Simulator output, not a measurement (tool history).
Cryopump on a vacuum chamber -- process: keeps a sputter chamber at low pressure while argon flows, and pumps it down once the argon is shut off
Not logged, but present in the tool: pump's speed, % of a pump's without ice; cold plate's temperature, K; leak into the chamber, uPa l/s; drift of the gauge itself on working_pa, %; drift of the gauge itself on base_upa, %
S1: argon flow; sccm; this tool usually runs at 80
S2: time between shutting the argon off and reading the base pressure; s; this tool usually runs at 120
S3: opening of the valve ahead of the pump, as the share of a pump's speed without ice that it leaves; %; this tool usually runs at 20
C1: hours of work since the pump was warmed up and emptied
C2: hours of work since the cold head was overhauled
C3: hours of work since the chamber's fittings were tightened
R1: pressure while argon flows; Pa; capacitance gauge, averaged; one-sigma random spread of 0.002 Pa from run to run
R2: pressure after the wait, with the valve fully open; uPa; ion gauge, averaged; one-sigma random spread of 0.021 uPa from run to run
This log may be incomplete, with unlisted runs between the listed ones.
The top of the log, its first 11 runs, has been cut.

run   hour   S1   S2  S3   C1   C2    C3      R1    R2
 12  225.1   80  120  16  233  233   775  0.6179  1.69
 13  246.1   80  120  34  247  247   790  0.2962  1.68
 14  269.1   80  120  34  263  263   805  0.2946  1.76
 15  283.9   80   24  20  273  273   816  0.5006   2.5
 16  297.6   80   24  20  282  282   825  0.4944  2.56
 17  316.3   80   35  20  295  295   838  0.4961  2.25
 18  337.4  102  120  27  309  309   852  0.4734   1.9
 19  362.7  130  120  27  326  326   869  0.6072  1.91
 20  383.7  159   68  20  341  341   883   0.986  2.08
 21  408.5  159   68  20  358  358   900  0.9858  2.11
 22  431.4   80   95  20  373  373   916  0.5035  2.07
 23  443.8  102  148  20  382  382   924  0.6387  1.99
 24    467   42   34  19  397  397   940  0.2774  2.53
 25  486.4   80  256  44  411  411   953  0.2375  1.88
 26  503.9  110  109  30  422  422   965  0.4692  2.12
 27  518.6  110   24  30  432  432   975  0.4675  2.87
 28  537.8   55   73  20  445  445   988  0.3437  2.22
 29  564.3   55   73  20  464  464  1006  0.3464  2.31
 30  579.1  134   27  37  474  474  1016  0.4732  2.87
 31  596.8  134   27  37  486  486  1028  0.4737  2.85
 32  621.2   80   86  45  502  502  1045  0.2365  2.37
 33  640.8   80   86  45  516  516  1058  0.2367  2.37
 34  657.6   80   86  45  527  527  1070  0.2377  2.37

What if the next run were any one of these 3? Each begins from the tool's condition after run 34:
  A   669   51   86  45  535  535  1078   ?   ?
  B   669   36  120  20  535  535  1078   ?   ?
  C   669  143  283  28  535  535  1078   ?   ?

run      R1    R2
  A  0.1524  2.34
  B   0.227  2.34
  C  0.6611   2.2
What these runs would have given with no unlogged condition in the tool:
run      R1    R2
  A  0.1388  0.46
  B  0.2175  0.44
  C  0.6231  0.29
